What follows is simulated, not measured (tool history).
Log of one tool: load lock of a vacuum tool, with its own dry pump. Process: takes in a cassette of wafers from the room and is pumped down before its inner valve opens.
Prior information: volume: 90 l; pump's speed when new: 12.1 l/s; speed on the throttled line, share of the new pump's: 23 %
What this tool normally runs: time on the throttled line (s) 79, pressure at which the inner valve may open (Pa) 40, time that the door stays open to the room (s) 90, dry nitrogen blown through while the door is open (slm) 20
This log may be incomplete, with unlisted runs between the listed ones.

run,hour,time on the throttled line (s),pressure at which the inner valve may open (Pa),time that the door stays open to the room (s),dry nitrogen blown through while the door is open (slm),"incoming humidity of the room's air, %",time from the closed door until the inner valve may open (s),rise of the pressure with all valves shut (Pa/min)
1,0.0,79,40,90,20,46.6,121.7,0.074
2,148.7,79,40,90,20,47.7,121.6,0.081
3,352.8,79,40,90,20,46.6,121.9,0.086
4,556.0,79,40,90,12,44.7,122.2,0.095
5,710.7,79,40,90,12,46.4,121.9,0.097
6,859.2,79,40,33,12,45.2,122.0,0.103
7,1086.5,79,40,90,20,46.7,122.7,0.116
8,1283.5,79,40,90,20,48.0,122.8,0.126
9,1543.2,79,40,90,20,45.8,123.0,0.142
10,1731.0,128,40,90,20,45.6,159.9,0.151
11,1862.7,79,40,110,20,49.2,122.6,0.158
12,2077.8,79,40,110,20,44.5,122.8,0.177
13,2290.6,66,40,110,20,44.1,113.8,0.192
14,2459.1,66,40,110,20,43.2,112.8,0.195
15,2567.2,79,40,90,24,41.0,122.7,0.197
16,2693.2,79,40,90,24,47.5,122.9,0.215
17,2803.1,79,40,90,20,44.4,122.3,0.221
18,3006.3,49,40,90,20,43.6,100.6,0.230
19,3141.5,49,40,90,20,44.5,100.9,0.247
20,3342.6,49,64,90,20,45.4,97.1,0.016
21,3533.7,46,38,90,5,43.8,99.2,0.031
22,3655.9,43,50,70,16,44.2,94.8,0.019
23,3841.4,43,50,70,16,44.1,94.9,0.024
24,4080.6,117,50,29,16,47.0,150.1,0.021
25,4226.4,83,28,29,16,47.8,130.2,0.033
26,4447.3,83,28,29,16,44.6,130.3,0.038
27,4664.6,79,40,144,6,45.0,124.1,0.061
28,4867.0,120,52,71,14,43.9,153.0,0.050
29,5086.3,52,57,170,14,43.9,101.3,0.063
30,5219.2,120,57,181,12,40.3,151.8,0.067
31,5406.9,61,33,181,12,42.2,112.8,0.077
32,5567.8,61,33,181,12,46.2,112.5,0.087
33,5676.4,62,61,178,7,46.6,108.5,0.099
34,5787.6,62,61,51,7,46.8,107.9,0.082
35,5907.9,62,61,51,7,46.8,108.4,0.084
36,6141.8,109,59,90,20,44.5,139.1,0.102
37,6305.0,79,40,222,20,42.4,119.1,0.111
38,6414.1,107,37,38,24,44.5,141.3,0.101

Withheld: 2 entries from between the runs. Position of each, and hidden state at the listed run before versus the listed run after:
Between runs 19 and 20: door's seal changed, seat wiped (hour 3320.7)
  pump's speed, % of a new pump's: 90.7 -> 90.6; leak at the door's seal, Pa l/s: 0.3311 -> 0.0022
  the result without the hidden state subtracted from the measured one, time from the closed door until the inner valve may open (s): +4.8 -> +4.5; rise of the pressure with all valves shut (Pa/min): +0.221 -> +0.001
Between runs 35 and 36: dry pump taken out, an overhauled one fitted (hour 5942.3)
  pump's speed, % of a new pump's: 88.2 -> 100.7; leak at the door's seal, Pa l/s: 0.1035 -> 0.1173
  the result without the hidden state subtracted from the measured one, time from the closed door until the inner valve may open (s): +5.5 -> -0.2; rise of the pressure with all valves shut (Pa/min): +0.067 -> +0.079

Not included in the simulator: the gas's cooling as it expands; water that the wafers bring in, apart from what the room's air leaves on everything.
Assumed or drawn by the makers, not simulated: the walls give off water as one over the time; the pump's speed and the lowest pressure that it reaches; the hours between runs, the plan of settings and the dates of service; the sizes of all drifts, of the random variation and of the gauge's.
